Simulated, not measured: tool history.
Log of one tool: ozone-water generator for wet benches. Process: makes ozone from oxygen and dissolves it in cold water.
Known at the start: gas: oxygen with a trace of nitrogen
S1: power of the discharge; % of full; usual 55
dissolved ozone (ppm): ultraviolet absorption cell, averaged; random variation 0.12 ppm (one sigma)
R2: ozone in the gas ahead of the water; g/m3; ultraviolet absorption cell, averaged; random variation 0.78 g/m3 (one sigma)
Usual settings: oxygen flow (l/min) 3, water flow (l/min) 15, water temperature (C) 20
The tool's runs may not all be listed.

run 1 hour=0 | S1=55 oxygen_flow_(l/min)=3 water_flow_(l/min)=15 water_temperature_(C)=20 | dissolved_ozone_(ppm)=9.4 R2=114.6
run 2 hour=80.5 | S1=55 oxygen_flow_(l/min)=3 water_flow_(l/min)=15 water_temperature_(C)=20 | dissolved_ozone_(ppm)=9.2 R2=114.2
run 3 hour=171.2 | S1=55 oxygen_flow_(l/min)=3 water_flow_(l/min)=15 water_temperature_(C)=20 | dissolved_ozone_(ppm)=9.2 R2=114
run 4 hour=259 | S1=55 oxygen_flow_(l/min)=3 water_flow_(l/min)=15 water_temperature_(C)=20 | dissolved_ozone_(ppm)=9.2 R2=113.6
run 5 hour=355.9 | S1=55 oxygen_flow_(l/min)=3 water_flow_(l/min)=15 water_temperature_(C)=20 | dissolved_ozone_(ppm)=9 R2=114.8
run 6 hour=471.4 | S1=55 oxygen_flow_(l/min)=3 water_flow_(l/min)=15 water_temperature_(C)=20 | dissolved_ozone_(ppm)=9.2 R2=114.4
run 7 hour=550.3 | S1=55 oxygen_flow_(l/min)=3 water_flow_(l/min)=15 water_temperature_(C)=20 | dissolved_ozone_(ppm)=9.1 R2=112.6
run 8 hour=607.4 | S1=55 oxygen_flow_(l/min)=3 water_flow_(l/min)=11 water_temperature_(C)=20 | dissolved_ozone_(ppm)=11.9 R2=113.9
run 9 hour=679.5 | S1=55 oxygen_flow_(l/min)=3 water_flow_(l/min)=11 water_temperature_(C)=20 | dissolved_ozone_(ppm)=11.7 R2=112.9
run 10 hour=754.7 | S1=55 oxygen_flow_(l/min)=3 water_flow_(l/min)=11 water_temperature_(C)=20 | dissolved_ozone_(ppm)=11.9 R2=113
run 11 hour=838.1 | S1=55 oxygen_flow_(l/min)=3 water_flow_(l/min)=15 water_temperature_(C)=12 | dissolved_ozone_(ppm)=10.1 R2=112.5
run 12 hour=958.7 | S1=55 oxygen_flow_(l/min)=3 water_flow_(l/min)=15 water_temperature_(C)=20 | dissolved_ozone_(ppm)=9.2 R2=113.5
run 13 hour=1062.9 | S1=55 oxygen_flow_(l/min)=3 water_flow_(l/min)=15 water_temperature_(C)=20 | dissolved_ozone_(ppm)=9 R2=113.9
run 14 hour=1119 | S1=55 oxygen_flow_(l/min)=3 water_flow_(l/min)=15 water_temperature_(C)=17 | dissolved_ozone_(ppm)=9.3 R2=113.9
run 15 hour=1215.8 | S1=55 oxygen_flow_(l/min)=3 water_flow_(l/min)=15 water_temperature_(C)=17 | dissolved_ozone_(ppm)=9.1 R2=112.7
run 16 hour=1338.5 | S1=55 oxygen_flow_(l/min)=3 water_flow_(l/min)=15 water_temperature_(C)=17 | dissolved_ozone_(ppm)=9.4 R2=112.9
run 17 hour=1452.2 | S1=55 oxygen_flow_(l/min)=3 water_flow_(l/min)=15 water_temperature_(C)=17 | dissolved_ozone_(ppm)=9.4 R2=111.4
run 18 hour=1510 | S1=53 oxygen_flow_(l/min)=4.77 water_flow_(l/min)=11 water_temperature_(C)=17 | dissolved_ozone_(ppm)=11.4 R2=85.4
run 19 hour=1561.2 | S1=83 oxygen_flow_(l/min)=4.77 water_flow_(l/min)=11 water_temperature_(C)=17 | dissolved_ozone_(ppm)=15.2 R2=112.9
run 20 hour=1621.7 | S1=80 oxygen_flow_(l/min)=3 water_flow_(l/min)=23 water_temperature_(C)=20 | dissolved_ozone_(ppm)=7.6 R2=140.8
run 21 hour=1684.9 | S1=80 oxygen_flow_(l/min)=3 water_flow_(l/min)=23 water_temperature_(C)=20 | dissolved_ozone_(ppm)=7.6 R2=140.3
run 22 hour=1781.5 | S1=51 oxygen_flow_(l/min)=4.54 water_flow_(l/min)=15 water_temperature_(C)=20 | dissolved_ozone_(ppm)=8.6 R2=86.2
run 23 hour=1839.4 | S1=51 oxygen_flow_(l/min)=4.54 water_flow_(l/min)=15 water_temperature_(C)=20 | dissolved_ozone_(ppm)=8.4 R2=86.1
run 24 hour=1952.9 | S1=51 oxygen_flow_(l/min)=4.54 water_flow_(l/min)=15 water_temperature_(C)=20 | dissolved_ozone_(ppm)=8.5 R2=85.7
run 25 hour=2012.8 | S1=44 oxygen_flow_(l/min)=2.91 water_flow_(l/min)=13 water_temperature_(C)=17 | dissolved_ozone_(ppm)=9 R2=98.9
run 26 hour=2084.6 | S1=44 oxygen_flow_(l/min)=2.91 water_flow_(l/min)=13 water_temperature_(C)=17 | dissolved_ozone_(ppm)=9.1 R2=98
run 27 hour=2170.8 | S1=55 oxygen_flow_(l/min)=3 water_flow_(l/min)=21 water_temperature_(C)=20 | dissolved_ozone_(ppm)=6.7 R2=110.7
run 28 hour=2227.5 | S1=98 oxygen_flow_(l/min)=3.54 water_flow_(l/min)=18 water_temperature_(C)=12 | dissolved_ozone_(ppm)=12.6 R2=143.9
run 29 hour=2283.6 | S1=75 oxygen_flow_(l/min)=3 water_flow_(l/min)=15 water_temperature_(C)=20 | dissolved_ozone_(ppm)=11.2 R2=132.7
run 30 hour=2378.9 | S1=75 oxygen_flow_(l/min)=3 water_flow_(l/min)=15 water_temperature_(C)=20 | dissolved_ozone_(ppm)=11 R2=133
run 31 hour=2447.2 | S1=75 oxygen_flow_(l/min)=3 water_flow_(l/min)=15 water_temperature_(C)=20 | dissolved_ozone_(ppm)=11.3 R2=132.7
run 32 hour=2544.4 | S1=100 oxygen_flow_(l/min)=1.72 water_flow_(l/min)=15 water_temperature_(C)=20 | dissolved_ozone_(ppm)=12.3 R2=211.3
run 33 hour=2636.6 | S1=94 oxygen_flow_(l/min)=2.36 water_flow_(l/min)=18 water_temperature_(C)=20 | dissolved_ozone_(ppm)=10.6 R2=171.1

Taken out of this log: 2 entries between the listed runs. Where each belongs, and how the hidden state differs across it:
Between runs 22 and 23: contactor cleaned (hour 1795.9)
  yield of the discharge, % of new electrodes': 91.5 -> 91.4; contactor's efficiency, % of a clean one's: 89.6 -> 88.5; true water temperature over the reading, C: 0.15 -> 0.16
  measured less the result without the state, dissolved ozone (ppm): -1.2 -> -1.3; R2: -6.4 -> -6.5 g/m3
Between runs 26 and 27: contactor cleaned, once more (hour 2170.8)
  yield of the discharge, % of new electrodes': 90.9 -> 90.8; contactor's efficiency, % of a clean one's: 88.1 -> 99.9
  measured less the result without the state, dissolved ozone (ppm): -1.3 -> -0.6; R2: -6.9 -> -9.5 g/m3

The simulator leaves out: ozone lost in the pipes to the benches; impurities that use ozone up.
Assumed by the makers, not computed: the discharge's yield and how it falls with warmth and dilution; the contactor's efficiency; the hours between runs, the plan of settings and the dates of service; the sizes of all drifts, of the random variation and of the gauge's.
